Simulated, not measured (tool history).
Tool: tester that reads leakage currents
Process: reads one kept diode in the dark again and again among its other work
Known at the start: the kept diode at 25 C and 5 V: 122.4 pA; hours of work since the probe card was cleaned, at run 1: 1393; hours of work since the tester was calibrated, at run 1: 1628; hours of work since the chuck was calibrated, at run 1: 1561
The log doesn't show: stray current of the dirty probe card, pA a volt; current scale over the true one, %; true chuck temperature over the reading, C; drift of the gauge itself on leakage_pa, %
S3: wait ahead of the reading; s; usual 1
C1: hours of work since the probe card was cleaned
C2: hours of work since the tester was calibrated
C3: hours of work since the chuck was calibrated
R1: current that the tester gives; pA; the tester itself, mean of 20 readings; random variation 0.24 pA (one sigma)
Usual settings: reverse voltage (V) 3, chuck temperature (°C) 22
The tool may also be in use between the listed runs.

{"run": 1, "hour": 0.0, "reverse voltage (V)": 3, "chuck temperature (°C)": 22, "S3": 1, "C1": 1393, "C2": 1628, "C3": 1561, "R1": 77.83}
{"run": 2, "hour": 36.1, "reverse voltage (V)": 3, "chuck temperature (°C)": 22, "S3": 0.54, "C1": 1421, "C2": 1656, "C3": 1590, "R1": 78.1}
{"run": 3, "hour": 93.6, "reverse voltage (V)": 3, "chuck temperature (°C)": 22, "S3": 1, "C1": 1466, "C2": 1701, "C3": 1635, "R1": 77.12}
{"run": 4, "hour": 160.9, "reverse voltage (V)": 3, "chuck temperature (°C)": 22, "S3": 1, "C1": 1519, "C2": 1754, "C3": 1687, "R1": 77.47}
{"run": 5, "hour": 221.9, "reverse voltage (V)": 3, "chuck temperature (°C)": 22, "S3": 1, "C1": 1567, "C2": 1801, "C3": 1735, "R1": 77.4}
{"run": 6, "hour": 266.2, "reverse voltage (V)": 11.06, "chuck temperature (°C)": 22, "S3": 1, "C1": 1601, "C2": 1836, "C3": 1770, "R1": 129.71}
{"run": 7, "hour": 296.9, "reverse voltage (V)": 11.06, "chuck temperature (°C)": 22, "S3": 1, "C1": 1626, "C2": 1860, "C3": 1794, "R1": 129.39}
{"run": 8, "hour": 368.9, "reverse voltage (V)": 11.29, "chuck temperature (°C)": 22, "S3": 1, "C1": 1682, "C2": 1916, "C3": 1850, "R1": 130.95}
{"hour": 420.3, "done": "chuck's temperature calibrated"}
{"run": 9, "hour": 432.3, "reverse voltage (V)": 11.29, "chuck temperature (°C)": 22, "S3": 1, "C1": 1730, "C2": 1965, "C3": 9, "R1": 130.58}
{"run": 10, "hour": 502.9, "reverse voltage (V)": 11.29, "chuck temperature (°C)": 22, "S3": 1, "C1": 1785, "C2": 2020, "C3": 65, "R1": 130.15}
{"run": 11, "hour": 546.4, "reverse voltage (V)": 11.29, "chuck temperature (°C)": 22, "S3": 1, "C1": 1819, "C2": 2054, "C3": 99, "R1": 130.14}
{"run": 12, "hour": 617.5, "reverse voltage (V)": 11.29, "chuck temperature (°C)": 22, "S3": 1, "C1": 1875, "C2": 2110, "C3": 154, "R1": 130.12}
{"run": 13, "hour": 664.5, "reverse voltage (V)": 3, "chuck temperature (°C)": 22, "S3": 1, "C1": 1912, "C2": 2146, "C3": 191, "R1": 77.52}
{"run": 14, "hour": 705.5, "reverse voltage (V)": 3, "chuck temperature (°C)": 22, "S3": 1, "C1": 1944, "C2": 2179, "C3": 223, "R1": 77.26}
{"run": 15, "hour": 770.9, "reverse voltage (V)": 3, "chuck temperature (°C)": 22, "S3": 1.07, "C1": 1995, "C2": 2230, "C3": 275, "R1": 77.31}
{"run": 16, "hour": 839.8, "reverse voltage (V)": 3, "chuck temperature (°C)": 22, "S3": 1.07, "C1": 2049, "C2": 2284, "C3": 329, "R1": 77.33}
{"run": 17, "hour": 899.1, "reverse voltage (V)": 3, "chuck temperature (°C)": 22, "S3": 1.17, "C1": 2096, "C2": 2330, "C3": 375, "R1": 77.08}
{"run": 18, "hour": 946.8, "reverse voltage (V)": 3, "chuck temperature (°C)": 48, "S3": 1, "C1": 2133, "C2": 2368, "C3": 412, "R1": 672.83}
{"run": 19, "hour": 1008.6, "reverse voltage (V)": 10.57, "chuck temperature (°C)": 27, "S3": 4.68, "C1": 2181, "C2": 2416, "C3": 461, "R1": 195.64}
{"run": 20, "hour": 1052.7, "reverse voltage (V)": 9.13, "chuck temperature (°C)": 56, "S3": 1.03, "C1": 2216, "C2": 2450, "C3": 495, "R1": 1886}
{"run": 21, "hour": 1112.8, "reverse voltage (V)": 10.94, "chuck temperature (°C)": 22, "S3": 1, "C1": 2263, "C2": 2497, "C3": 542, "R1": 129.09}
{"run": 22, "hour": 1144.9, "reverse voltage (V)": 10.94, "chuck temperature (°C)": 22, "S3": 1, "C1": 2288, "C2": 2523, "C3": 567, "R1": 128.78}
{"run": 23, "hour": 1194.3, "reverse voltage (V)": 5.35, "chuck temperature (°C)": 25, "S3": 1.35, "C1": 2327, "C2": 2561, "C3": 606, "R1": 126.8}
{"run": 24, "hour": 1238.4, "reverse voltage (V)": 5.35, "chuck temperature (°C)": 25, "S3": 1.35, "C1": 2361, "C2": 2596, "C3": 641, "R1": 126.58}
{"run": 25, "hour": 1273.9, "reverse voltage (V)": 3, "chuck temperature (°C)": 22, "S3": 0.47, "C1": 2389, "C2": 2624, "C3": 669, "R1": 77.11}
{"run": 26, "hour": 1324.6, "reverse voltage (V)": 3, "chuck temperature (°C)": 22, "S3": 0.47, "C1": 2429, "C2": 2663, "C3": 708, "R1": 77.8}
{"run": 27, "hour": 1370.6, "reverse voltage (V)": 4.46, "chuck temperature (°C)": 48, "S3": 2.15, "C1": 2465, "C2": 2699, "C3": 744, "R1": 785.59}
{"run": 28, "hour": 1434.8, "reverse voltage (V)": 4.46, "chuck temperature (°C)": 48, "S3": 2.15, "C1": 2515, "C2": 2750, "C3": 795, "R1": 786.35}
{"run": 29, "hour": 1483.7, "reverse voltage (V)": 1.34, "chuck temperature (°C)": 42, "S3": 9.08, "C1": 2554, "C2": 2788, "C3": 833, "R1": 307.55}
{"run": 30, "hour": 1518.6, "reverse voltage (V)": 12.11, "chuck temperature (°C)": 22, "S3": 0.41, "C1": 2581, "C2": 2815, "C3": 860, "R1": 137.52}
{"run": 31, "hour": 1569.9, "reverse voltage (V)": 8.45, "chuck temperature (°C)": 22, "S3": 4.73, "C1": 2621, "C2": 2856, "C3": 900, "R1": 114.52}
{"run": 32, "hour": 1615.8, "reverse voltage (V)": 8.45, "chuck temperature (°C)": 22, "S3": 4.73, "C1": 2657, "C2": 2891, "C3": 936, "R1": 115.39}
{"run": 33, "hour": 1652.9, "reverse voltage (V)": 3, "chuck temperature (°C)": 22, "S3": 0.57, "C1": 2686, "C2": 2921, "C3": 965, "R1": 77.44}
{"run": 34, "hour": 1702.4, "reverse voltage (V)": 9.14, "chuck temperature (°C)": 48, "S3": 4.65, "C1": 2725, "C2": 2959, "C3": 1004, "R1": 1033.28}
{"run": 35, "hour": 1773.0, "reverse voltage (V)": 2.82, "chuck temperature (°C)": 30, "S3": 2.17, "C1": 2780, "C2": 3015, "C3": 1059, "R1": 151.64}

Measured less the same run without the tool's hidden state. The same run-to-run variation is in both; the gauge's scatter may not be:
run=1 R1=+0.13
run=2 R1=+0.13
run=3 R1=+0.13
run=4 R1=+0.14
run=5 R1=+0.14
run=6 R1=+0.25
run=7 R1=+0.25
run=8 R1=+0.26
run=9 R1=+0.06
run=10 R1=+0.06
run=11 R1=+0.07
run=12 R1=+0.07
run=13 R1=+0.04
run=14 R1=+0.04
run=15 R1=+0.04
run=16 R1=+0.04
run=17 R1=+0.05
run=18 R1=+0.32
run=19 R1=+0.15
run=20 R1=+0.98
run=21 R1=+0.13
run=22 R1=+0.13
run=23 R1=+0.11
run=24 R1=+0.12
run=25 R1=+0.07
run=26 R1=+0.08
run=27 R1=+0.59
run=28 R1=+0.62
run=29 R1=+0.26
run=30 R1=+0.18
run=31 R1=+0.15
run=32 R1=+0.16
run=33 R1=+0.09
run=34 R1=+1.01
run=35 R1=+0.18
